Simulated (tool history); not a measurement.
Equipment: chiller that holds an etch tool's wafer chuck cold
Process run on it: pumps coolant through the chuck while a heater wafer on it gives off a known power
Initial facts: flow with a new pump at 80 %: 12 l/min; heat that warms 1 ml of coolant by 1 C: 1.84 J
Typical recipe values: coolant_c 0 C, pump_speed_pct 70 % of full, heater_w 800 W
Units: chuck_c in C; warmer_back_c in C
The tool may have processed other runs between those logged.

run,hour,coolant_c,pump_speed_pct,heater_w,chuck_c,warmer_back_c
1,0,0,70,800,7.8,2.53
2,45.2,0,70,1020,10.1,3.21
3,109,0,70,1020,10.1,3.23
4,200.2,0,70,522,5.4,1.68
5,238.5,0,70,522,5.1,1.64
6,319,0,70,522,5,1.63
7,378.2,0,70,522,5.1,1.69
8,417.4,0,70,497,4.6,1.53
9,472.7,0,85,497,4.3,1.26
10,536.1,0,70,800,7.9,2.53
11,621.3,0,70,733,7.2,2.32
12,707.1,0,70,798,7.8,2.53
13,750.3,0,70,798,7.9,2.53
14,788.3,0,70,800,7.9,2.54
15,839.7,0,91,800,6.4,1.85
16,909.6,6,91,876,13.4,2.1
17,955.5,6,91,876,13.3,2.09
18,1047.1,6,91,876,13.3,2.09
19,1101.3,2,70,800,9.8,2.47
20,1191.3,-3,85,625,2.4,1.58
21,1280.1,-3,85,625,2.4,1.62
22,1321.9,-3,85,625,2.3,1.54
23,1396.6,-3,85,625,2.5,1.58
24,1444.6,-2,74,800,5.5,2.39
25,1505.1,9,86,502,13.2,1.28
26,1545.5,8,76,413,11.8,1.25
27,1597.9,5,76,413,8.9,1.13
28,1674.7,-2,100,974,5.5,2.06
29,1765.8,-8,65,800,0.3,2.72

Removed from this log: 2 entries logged between the listed runs. Between which two listed runs does each belong, and how does the tool's hidden state at the listed run before it compare with that at the listed run after it?
From run 1 to run 2: coolant changed, channels flushed (hour 28.5)
  heat passed by the chuck's channels, % of clean ones': 99.3 -> 100
From run 28 to run 29: chiller's thermometer calibrated (hour 1712.1)
  coolant's true temperature over the reading, C: -0.04 -> 0
